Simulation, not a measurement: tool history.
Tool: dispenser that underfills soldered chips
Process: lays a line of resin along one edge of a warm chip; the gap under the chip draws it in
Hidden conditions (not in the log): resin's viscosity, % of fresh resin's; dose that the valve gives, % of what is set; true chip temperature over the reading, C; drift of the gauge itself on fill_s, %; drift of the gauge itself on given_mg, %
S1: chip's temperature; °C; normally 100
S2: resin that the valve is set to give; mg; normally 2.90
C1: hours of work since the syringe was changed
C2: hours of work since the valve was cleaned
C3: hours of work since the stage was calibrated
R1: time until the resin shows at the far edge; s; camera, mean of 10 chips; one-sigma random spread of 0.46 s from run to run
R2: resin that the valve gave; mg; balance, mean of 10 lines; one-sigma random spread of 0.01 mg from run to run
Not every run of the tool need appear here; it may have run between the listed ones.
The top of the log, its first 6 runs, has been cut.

-- hour=17.9 new syringe of resin
run 7 hour=18.1 | S1=100 S2=3.15 | C1=0 C2=40 C3=59 | R1=34.7 R2=3.11
run 8 hour=21.2 | S1=100 S2=3.15 | C1=2 C2=42 C3=61 | R1=38.8 R2=3.09
run 9 hour=24.7 | S1=100 S2=3.15 | C1=5 C2=45 C3=64 | R1=44.3 R2=3.08
run 10 hour=27.6 | S1=100 S2=2.90 | C1=7 C2=47 C3=66 | R1=49.3 R2=2.85
-- hour=30.4 new syringe of resin
run 11 hour=31.3 | S1=100 S2=2.90 | C1=1 C2=49 C3=68 | R1=37.1 R2=2.87
run 12 hour=33.9 | S1=100 S2=2.90 | C1=2 C2=51 C3=70 | R1=40.5 R2=2.85
run 13 hour=37.1 | S1=100 S2=2.90 | C1=5 C2=53 C3=72 | R1=44.9 R2=2.87
run 14 hour=41.8 | S1=100 S2=2.90 | C1=8 C2=57 C3=76 | R1=53.3 R2=2.83
-- hour=42.5 new syringe of resin
run 15 hour=45.2 | S1=100 S2=2.90 | C1=2 C2=59 C3=78 | R1=39.8 R2=2.85
run 16 hour=49.0 | S1=112 S2=2.90 | C1=5 C2=61 C3=81 | R1=29.1 R2=2.83
run 17 hour=53.4 | S1=112 S2=2.90 | C1=8 C2=65 C3=84 | R1=34.0 R2=2.81
-- hour=54.8 new syringe of resin
run 18 hour=56.2 | S1=108 S2=2.77 | C1=1 C2=66 C3=85 | R1=29.2 R2=2.70
run 19 hour=58.9 | S1=105 S2=2.96 | C1=3 C2=68 C3=87 | R1=34.1 R2=2.87
run 20 hour=63.2 | S1=88 S2=2.98 | C1=6 C2=71 C3=90 | R1=76.3 R2=2.89
run 21 hour=66.3 | S1=88 S2=2.98 | C1=8 C2=73 C3=92 | R1=86.6 R2=2.91
-- hour=67.0 new syringe of resin
run 22 hour=70.1 | S1=114 S2=2.50 | C1=2 C2=76 C3=95 | R1=25.5 R2=2.42
run 23 hour=72.5 | S1=106 S2=2.97 | C1=4 C2=78 C3=97 | R1=35.1 R2=2.90

Estimate the outcome of run 24 from the log above:
run 24 hour=75.1 | S1=106 S2=3.07 | C1=6 C2=79 C3=98 | R1=? R2=?

Logged for run 24: R1 38.1 s, R2 2.97 mg.
The same run, on a tool lacking any hidden state, would have yielded R1 27.6 s, R2 3.06 mg.

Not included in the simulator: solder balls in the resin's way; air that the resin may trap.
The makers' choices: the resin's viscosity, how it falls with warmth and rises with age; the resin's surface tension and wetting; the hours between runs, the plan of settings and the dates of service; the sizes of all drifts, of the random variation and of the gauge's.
